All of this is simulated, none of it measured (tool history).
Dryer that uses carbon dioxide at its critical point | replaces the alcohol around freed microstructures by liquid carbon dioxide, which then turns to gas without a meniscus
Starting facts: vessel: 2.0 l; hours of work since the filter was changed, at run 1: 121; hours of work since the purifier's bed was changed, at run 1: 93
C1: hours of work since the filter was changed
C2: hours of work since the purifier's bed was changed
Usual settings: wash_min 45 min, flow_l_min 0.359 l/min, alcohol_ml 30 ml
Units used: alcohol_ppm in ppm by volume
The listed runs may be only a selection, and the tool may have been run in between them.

{"run": 1, "day": 0.0, "wash_min": 45, "flow_l_min": 0.359, "alcohol_ml": 30, "C1": 121, "C2": 93, "alcohol_ppm": 25}
{"run": 2, "day": 0.979, "wash_min": 45, "flow_l_min": 0.359, "alcohol_ml": 30, "C1": 130, "C2": 102, "alcohol_ppm": 23}
{"run": 3, "day": 2.112, "wash_min": 45, "flow_l_min": 0.359, "alcohol_ml": 30, "C1": 140, "C2": 112, "alcohol_ppm": 29}
{"run": 4, "day": 3.217, "wash_min": 45, "flow_l_min": 0.359, "alcohol_ml": 30, "C1": 150, "C2": 122, "alcohol_ppm": 32}
{"run": 5, "day": 4.254, "wash_min": 45, "flow_l_min": 0.359, "alcohol_ml": 30, "C1": 160, "C2": 132, "alcohol_ppm": 31}
{"run": 6, "day": 5.262, "wash_min": 45, "flow_l_min": 0.359, "alcohol_ml": 30, "C1": 169, "C2": 141, "alcohol_ppm": 31}
{"run": 7, "day": 6.746, "wash_min": 45, "flow_l_min": 0.359, "alcohol_ml": 30, "C1": 183, "C2": 155, "alcohol_ppm": 37}
{"run": 8, "day": 8.338, "wash_min": 28, "flow_l_min": 0.359, "alcohol_ml": 30, "C1": 197, "C2": 169, "alcohol_ppm": 264}
{"run": 9, "day": 10.425, "wash_min": 41, "flow_l_min": 0.476, "alcohol_ml": 88, "C1": 216, "C2": 188, "alcohol_ppm": 38}
{"run": 10, "day": 12.242, "wash_min": 48, "flow_l_min": 0.285, "alcohol_ml": 53, "C1": 233, "C2": 205, "alcohol_ppm": 139}
{"run": 11, "day": 14.138, "wash_min": 48, "flow_l_min": 0.285, "alcohol_ml": 53, "C1": 250, "C2": 222, "alcohol_ppm": 137}
{"day": 14.708, "done": "inlet filter changed"}
{"run": 12, "day": 16.371, "wash_min": 32, "flow_l_min": 0.493, "alcohol_ml": 88, "C1": 15, "C2": 242, "alcohol_ppm": 51}
{"run": 13, "day": 17.55, "wash_min": 45, "flow_l_min": 0.232, "alcohol_ml": 69, "C1": 26, "C2": 253, "alcohol_ppm": 363}
{"run": 14, "day": 19.783, "wash_min": 45, "flow_l_min": 0.232, "alcohol_ml": 69, "C1": 46, "C2": 273, "alcohol_ppm": 389}
{"run": 15, "day": 22.017, "wash_min": 59, "flow_l_min": 0.359, "alcohol_ml": 34, "C1": 67, "C2": 294, "alcohol_ppm": 24}

For some of the steps in alcohol_ppm from one run to the next: how much would appear even if the tool had no hidden state, given the settings, what came in and random variation, and how much remains for the hidden state plus any gauge scatter that the measured result and the result without hidden state don't share?
Hidden state present: flow that reaches the vessel past the clogged filter, %; alcohol in the recycled carbon dioxide, ppm; drift of the gauge itself on alcohol_ppm, %.
Run 7 -> 8: wash_min 45 -> 28. alcohol_ppm +227 ppm by volume: hidden state +95, all else +132.
Run 14 -> 15: wash_min 45 -> 59, flow_l_min 0.232 -> 0.359, alcohol_ml 69 -> 34. alcohol_ppm -365 ppm by volume: hidden state -50, all else -315.
